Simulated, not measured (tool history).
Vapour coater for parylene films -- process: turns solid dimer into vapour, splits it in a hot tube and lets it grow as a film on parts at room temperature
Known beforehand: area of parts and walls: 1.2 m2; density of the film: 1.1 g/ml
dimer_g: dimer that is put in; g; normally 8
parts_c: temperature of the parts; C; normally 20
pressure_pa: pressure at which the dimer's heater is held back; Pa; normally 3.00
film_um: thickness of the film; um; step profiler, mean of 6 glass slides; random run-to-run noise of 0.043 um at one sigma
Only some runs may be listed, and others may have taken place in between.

Run 1, hour 0.0: usual settings. Result: film_um 4.30 um.
At hour 44.0: trap's valve overhauled.
Run 2, hour 44.0: usual settings. Result: film_um 4.89 um.
Run 3, hour 80.1: usual settings but pressure_pa 2.16 Pa. Result: film_um 5.14 um.
Run 4, hour 141.8: usual settings. Result: film_um 4.57 um.
Run 5, hour 203.5: usual settings. Result: film_um 4.51 um.
Run 6, hour 264.7: usual settings but dimer_g 3 g, pressure_pa 2.79 Pa. Result: film_um 1.65 um.
Run 7, hour 320.1: usual settings but dimer_g 10 g, parts_c 13 C, pressure_pa 3.69 Pa. Result: film_um 6.65 um.
At hour 352.7: trap's valve overhauled.
Run 8, hour 369.2: usual settings but dimer_g 3 g, pressure_pa 9.07 Pa. Result: film_um 1.38 um.
Run 9, hour 408.6: usual settings but dimer_g 3 g, pressure_pa 9.07 Pa. Result: film_um 1.35 um.
Run 10, hour 440.9: usual settings but dimer_g 12 g, parts_c 24 C, pressure_pa 6.01 Pa. Result: film_um 4.85 um.

Forecast each of these 5 alternatives for the next run:
Run A, hour 468.3: usual settings but dimer_g 5 g. Result: film_um ?.
Run B, hour 468.3: usual settings but dimer_g 12 g, parts_c 23 C, pressure_pa 8.91 Pa. Result: film_um ?.
Run C, hour 468.3: usual settings but dimer_g 12 g, parts_c 15 C, pressure_pa 2.65 Pa. Result: film_um ?.
Run D, hour 468.3: usual settings but dimer_g 10 g, parts_c 24 C, pressure_pa 6.01 Pa. Result: film_um ?.
Run E, hour 468.3: usual settings but dimer_g 12 g, parts_c 24 C, pressure_pa 5.93 Pa. Result: film_um ?.

run  film_um
  A     2.87
  B     4.58
  C     8.47
  D     3.97
  E     4.78
Had the tool no hidden state, the same runs would have come out as:
run  film_um
  A     2.98
  B     4.75
  C     8.89
  D     4.12
  E     4.96
